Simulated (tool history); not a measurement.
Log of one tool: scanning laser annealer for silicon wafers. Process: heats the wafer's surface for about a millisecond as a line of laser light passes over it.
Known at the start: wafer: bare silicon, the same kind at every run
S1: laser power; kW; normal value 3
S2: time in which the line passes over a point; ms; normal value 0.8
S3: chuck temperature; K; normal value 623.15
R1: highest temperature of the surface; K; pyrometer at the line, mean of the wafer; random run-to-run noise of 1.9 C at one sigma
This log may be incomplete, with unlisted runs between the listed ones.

| run | hour | S1 | S2 | S3 | R1 |
|---|---|---|---|---|---|
| 1 | 0 | 3 | 0.8 | 623.15 | 1366.15 |
| 2 | 45.7 | 3 | 0.8 | 623.15 | 1362.15 |
| 3 | 89.2 | 3 | 0.8 | 623.15 | 1358.15 |
| 4 | 121 | 3 | 0.8 | 623.15 | 1354.15 |
| 5 | 169.1 | 3 | 0.8 | 623.15 | 1352.15 |
| 6 | 197.1 | 3 | 0.8 | 623.15 | 1345.15 |
| 7 | 235.1 | 2.911 | 0.8 | 623.15 | 1320.15 |
| 8 | 283.4 | 2.911 | 0.8 | 623.15 | 1312.15 |
|  | 320.9 | window over the wafer cleaned |
| 9 | 326.9 | 2.911 | 0.8 | 623.15 | 1363.15 |
| 10 | 369.9 | 2.734 | 0.702 | 640.15 | 1281.15 |
| 11 | 409.2 | 2.734 | 0.702 | 640.15 | 1277.15 |
| 12 | 447.4 | 2.861 | 0.8 | 662.15 | 1382.15 |
| 13 | 486.2 | 2.861 | 0.8 | 662.15 | 1374.15 |
|  | 492.7 | laser's power meter calibrated |
| 14 | 523.6 | 3.25 | 0.8 | 607.15 | 1437.15 |
| 15 | 571 | 2.828 | 0.56 | 603.15 | 1194.15 |
|  | 585.9 | laser's power meter calibrated, once more |
| 16 | 620 | 2.828 | 0.56 | 603.15 | 1181.15 |
| 17 | 648.5 | 2.841 | 0.726 | 629.15 | 1282.15 |
| 18 | 680.8 | 2.89 | 0.726 | 640.15 | 1307.15 |

Consider 3 possible next runs. They are alternatives, not a sequence: every one starts from the tool as it was left by run 18. What does each give?
| A | 727 | 3 | 0.8 | 603.15 | ? |
| B | 727 | 2.935 | 0.726 | 640.15 | ? |
| C | 727 | 2.89 | 0.726 | 619.15 | ? |

| run | R1 |
|---|---|
| A | 1326.15 |
| B | 1313.15 |
| C | 1280.15 |
With the hidden condition removed and each run's random variation left untouched, the same runs would have given:
| run | R1 |
|---|---|
| A | 1380.15 |
| B | 1363.15 |
| C | 1329.15 |
